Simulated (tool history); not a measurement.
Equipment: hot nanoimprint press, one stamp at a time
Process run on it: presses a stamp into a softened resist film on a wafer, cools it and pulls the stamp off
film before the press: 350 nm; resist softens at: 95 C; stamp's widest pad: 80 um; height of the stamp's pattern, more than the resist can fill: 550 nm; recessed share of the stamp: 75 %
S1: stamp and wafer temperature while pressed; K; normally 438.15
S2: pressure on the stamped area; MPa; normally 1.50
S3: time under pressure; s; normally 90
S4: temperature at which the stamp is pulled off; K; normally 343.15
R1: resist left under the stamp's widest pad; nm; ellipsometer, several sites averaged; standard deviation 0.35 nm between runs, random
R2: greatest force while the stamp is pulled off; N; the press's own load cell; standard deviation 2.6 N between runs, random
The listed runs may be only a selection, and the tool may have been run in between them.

run	hour	S1	S2	S3	S4	R1	R2
1	0.0	438.15	1.50	90	343.15	200.8	121
2	5.3	438.15	2.33	90	343.15	166.2	121
3	14.9	438.15	1.50	90	343.15	200.3	123
4	26.0	438.15	1.50	90	343.15	200.6	124
5	35.9	438.15	1.50	90	343.15	200.6	119
6	44.3	438.15	1.50	90	343.15	200.4	124
7	49.7	438.15	1.50	90	343.15	200.3	125
8	56.0	438.15	1.50	90	343.15	200.5	124
9	65.6	438.15	1.50	90	343.15	200.2	129
10	74.4	440.15	1.50	90	343.15	186.9	128
11	83.8	440.15	1.81	90	343.15	173.2	127
12	90.6	440.15	1.81	90	343.15	173.0	127
13	97.9	438.15	1.50	90	343.15	199.4	125
14	103.8	438.15	1.50	90	343.15	200.5	132
15	111.0	438.15	1.50	90	339.15	200.6	140
16	117.5	434.15	1.50	90	339.15	225.9	140

Estimate the outcome of run 17 from the log above:
17	125.9	438.15	1.50	90	348.15	?	?

{"run 17": {"R1": 199.2, "R2": 124}}
Take away the tool's hidden state, keep the run-to-run variation as it was, and the same run would have given R1 204.0 nm, R2 110 N.
